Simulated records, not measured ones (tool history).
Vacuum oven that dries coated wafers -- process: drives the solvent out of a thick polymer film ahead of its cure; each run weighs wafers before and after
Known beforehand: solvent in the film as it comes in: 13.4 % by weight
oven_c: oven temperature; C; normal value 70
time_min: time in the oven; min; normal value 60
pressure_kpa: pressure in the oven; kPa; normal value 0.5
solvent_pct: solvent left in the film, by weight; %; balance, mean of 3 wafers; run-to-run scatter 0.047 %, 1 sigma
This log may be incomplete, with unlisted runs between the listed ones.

| run | hour | oven_c | time_min | pressure_kpa | solvent_pct |
|---|---|---|---|---|---|
| 1 | 0 | 70 | 60 | 0.5 | 0.78 |
| 2 | 28 | 70 | 60 | 0.5 | 0.73 |
| 3 | 73.7 | 70 | 60 | 0.5 | 0.77 |
| 4 | 117.7 | 70 | 60 | 0.5 | 0.85 |
| 5 | 160.1 | 70 | 60 | 0.5 | 0.82 |
| 6 | 186.2 | 70 | 60 | 0.5 | 0.88 |
| 7 | 236.9 | 70 | 60 | 0.5 | 0.8 |
| 8 | 258 | 70 | 60 | 0.773 | 0.95 |
| 9 | 293.3 | 70 | 60 | 0.773 | 0.93 |
| 10 | 319.9 | 70 | 60 | 0.5 | 0.73 |
| 11 | 369.9 | 72 | 60 | 0.5 | 0.58 |
| 12 | 395 | 70 | 60 | 0.5 | 0.84 |
| 13 | 426.8 | 84 | 60 | 0.5 | 0.02 |
| 14 | 462.9 | 84 | 75 | 0.5 | 0.08 |
| 15 | 501.5 | 84 | 75 | 0.5 | 0.1 |
| 16 | 549.8 | 70 | 60 | 0.5 | 0.83 |
| 17 | 572.3 | 70 | 60 | 0.5 | 0.78 |
| 18 | 621.7 | 70 | 60 | 0.5 | 0.86 |
| 19 | 665.1 | 70 | 60 | 0.5 | 0.77 |
| 20 | 688.8 | 78 | 60 | 0.5 | 0.21 |
| 21 | 722.9 | 70 | 60 | 0.5 | 0.81 |
| 22 | 764.9 | 70 | 60 | 0.5 | 0.79 |
| 23 | 788.9 | 70 | 60 | 0.5 | 0.84 |
| 24 | 832.8 | 70 | 60 | 0.5 | 0.82 |
| 25 | 859 | 65 | 60 | 0.763 | 1.9 |

For run 26, what comes out?
| 26 | 893.5 | 65 | 60 | 0.763 | ? |

{"run 26": {"solvent_pct": 1.8}}
Without the tool's hidden state the same run would have given solvent_pct 1.77 %.
